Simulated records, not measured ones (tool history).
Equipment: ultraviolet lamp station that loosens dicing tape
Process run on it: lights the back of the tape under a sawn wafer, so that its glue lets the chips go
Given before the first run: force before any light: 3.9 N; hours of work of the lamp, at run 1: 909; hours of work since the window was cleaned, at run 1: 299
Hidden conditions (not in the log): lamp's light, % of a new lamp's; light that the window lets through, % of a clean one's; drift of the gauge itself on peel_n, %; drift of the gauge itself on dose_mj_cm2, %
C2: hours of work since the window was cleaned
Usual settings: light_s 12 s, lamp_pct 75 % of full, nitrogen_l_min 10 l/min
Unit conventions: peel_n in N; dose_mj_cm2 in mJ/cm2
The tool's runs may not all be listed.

run 1 hour=0 | light_s=12 lamp_pct=75 nitrogen_l_min=10 | hours_of_work_of_the_lamp=909 C2=299 | peel_n=0.697 dose_mj_cm2=245
run 2 hour=39.7 | light_s=12 lamp_pct=75 nitrogen_l_min=10 | hours_of_work_of_the_lamp=934 C2=324 | peel_n=0.723 dose_mj_cm2=239
run 3 hour=79 | light_s=12 lamp_pct=75 nitrogen_l_min=7 | hours_of_work_of_the_lamp=959 C2=349 | peel_n=0.791 dose_mj_cm2=231
run 4 hour=134 | light_s=12 lamp_pct=75 nitrogen_l_min=7 | hours_of_work_of_the_lamp=994 C2=384 | peel_n=0.828 dose_mj_cm2=231
run 5 hour=185.9 | light_s=12 lamp_pct=75 nitrogen_l_min=7 | hours_of_work_of_the_lamp=1027 C2=416 | peel_n=0.83 dose_mj_cm2=226
run 6 hour=235.2 | light_s=12 lamp_pct=75 nitrogen_l_min=7 | hours_of_work_of_the_lamp=1058 C2=448 | peel_n=0.846 dose_mj_cm2=222
run 7 hour=263.9 | light_s=12 lamp_pct=75 nitrogen_l_min=7 | hours_of_work_of_the_lamp=1076 C2=466 | peel_n=0.897 dose_mj_cm2=217
-- hour=287.9 window cleaned of glue's vapour
run 8 hour=303.2 | light_s=12 lamp_pct=75 nitrogen_l_min=10 | hours_of_work_of_the_lamp=1100 C2=10 | peel_n=0.713 dose_mj_cm2=240
run 9 hour=338.1 | light_s=12 lamp_pct=75 nitrogen_l_min=10 | hours_of_work_of_the_lamp=1122 C2=32 | peel_n=0.719 dose_mj_cm2=234
run 10 hour=368.8 | light_s=12 lamp_pct=75 nitrogen_l_min=10 | hours_of_work_of_the_lamp=1142 C2=51 | peel_n=0.693 dose_mj_cm2=235
run 11 hour=422.5 | light_s=12 lamp_pct=62 nitrogen_l_min=10 | hours_of_work_of_the_lamp=1175 C2=85 | peel_n=0.979 dose_mj_cm2=193
run 12 hour=461.2 | light_s=16 lamp_pct=62 nitrogen_l_min=10 | hours_of_work_of_the_lamp=1200 C2=109 | peel_n=0.645 dose_mj_cm2=251
run 13 hour=496.5 | light_s=16 lamp_pct=79 nitrogen_l_min=10 | hours_of_work_of_the_lamp=1222 C2=132 | peel_n=0.511 dose_mj_cm2=310
run 14 hour=528.6 | light_s=12 lamp_pct=75 nitrogen_l_min=5 | hours_of_work_of_the_lamp=1242 C2=152 | peel_n=0.947 dose_mj_cm2=222
run 15 hour=582.1 | light_s=9 lamp_pct=64 nitrogen_l_min=6 | hours_of_work_of_the_lamp=1276 C2=186 | peel_n=1.53 dose_mj_cm2=139
run 16 hour=620.7 | light_s=10 lamp_pct=67 nitrogen_l_min=16 | hours_of_work_of_the_lamp=1301 C2=210 | peel_n=1.098 dose_mj_cm2=165
-- hour=646.2 lamp changed
run 17 hour=663.4 | light_s=10 lamp_pct=67 nitrogen_l_min=16 | hours_of_work_of_the_lamp=11 C2=236 | peel_n=0.601 dose_mj_cm2=241
run 18 hour=708.1 | light_s=15 lamp_pct=93 nitrogen_l_min=4 | hours_of_work_of_the_lamp=39 C2=264 | peel_n=0.332 dose_mj_cm2=505
run 19 hour=748.3 | light_s=18 lamp_pct=88 nitrogen_l_min=8 | hours_of_work_of_the_lamp=64 C2=290 | peel_n=0.264 dose_mj_cm2=561
run 20 hour=788.4 | light_s=21 lamp_pct=80 nitrogen_l_min=5 | hours_of_work_of_the_lamp=90 C2=315 | peel_n=0.274 dose_mj_cm2=588
run 21 hour=842.4 | light_s=21 lamp_pct=80 nitrogen_l_min=5 | hours_of_work_of_the_lamp=124 C2=349 | peel_n=0.269 dose_mj_cm2=589
run 22 hour=869.5 | light_s=21 lamp_pct=80 nitrogen_l_min=5 | hours_of_work_of_the_lamp=141 C2=366 | peel_n=0.279 dose_mj_cm2=576
run 23 hour=914.1 | light_s=13 lamp_pct=70 nitrogen_l_min=10 | hours_of_work_of_the_lamp=169 C2=394 | peel_n=0.489 dose_mj_cm2=309
run 24 hour=953.7 | light_s=13 lamp_pct=84 nitrogen_l_min=8 | hours_of_work_of_the_lamp=194 C2=419 | peel_n=0.414 dose_mj_cm2=367
run 25 hour=1011.1 | light_s=12 lamp_pct=65 nitrogen_l_min=3 | hours_of_work_of_the_lamp=230 C2=456 | peel_n=0.913 dose_mj_cm2=255
-- hour=1050.4 window cleaned of glue's vapour
run 26 hour=1056.5 | light_s=12 lamp_pct=65 nitrogen_l_min=3 | hours_of_work_of_the_lamp=259 C2=4 | peel_n=0.809 dose_mj_cm2=281
run 27 hour=1108.9 | light_s=9 lamp_pct=71 nitrogen_l_min=5 | hours_of_work_of_the_lamp=292 C2=37 | peel_n=0.945 dose_mj_cm2=223
run 28 hour=1158.1 | light_s=9 lamp_pct=71 nitrogen_l_min=5 | hours_of_work_of_the_lamp=323 C2=68 | peel_n=0.936 dose_mj_cm2=221

Some steps in peel_n, run to run, broken into two amounts with sign: the step expected even without the hidden condition (settings, incoming material, random variation), and the rest, left for the hidden condition together with whatever gauge scatter is not in both the measured and the hidden-condition-free result:
Run 13 -> 14: light_s 16 -> 12, lamp_pct 79 -> 75, nitrogen_l_min 10 -> 5. peel_n +0.436 N: hidden state +0.231, all else +0.205.
Run 14 -> 15: light_s 12 -> 9, lamp_pct 75 -> 64, nitrogen_l_min 5 -> 6. peel_n +0.583 N: hidden state +0.177, all else +0.406.
Run 16 -> 17: lamp changed. peel_n -0.497 N: hidden state -0.475, all else -0.022.
Run 24 -> 25: light_s 13 -> 12, lamp_pct 84 -> 65, nitrogen_l_min 8 -> 3. peel_n +0.499 N: hidden state +0.107, all else +0.392.

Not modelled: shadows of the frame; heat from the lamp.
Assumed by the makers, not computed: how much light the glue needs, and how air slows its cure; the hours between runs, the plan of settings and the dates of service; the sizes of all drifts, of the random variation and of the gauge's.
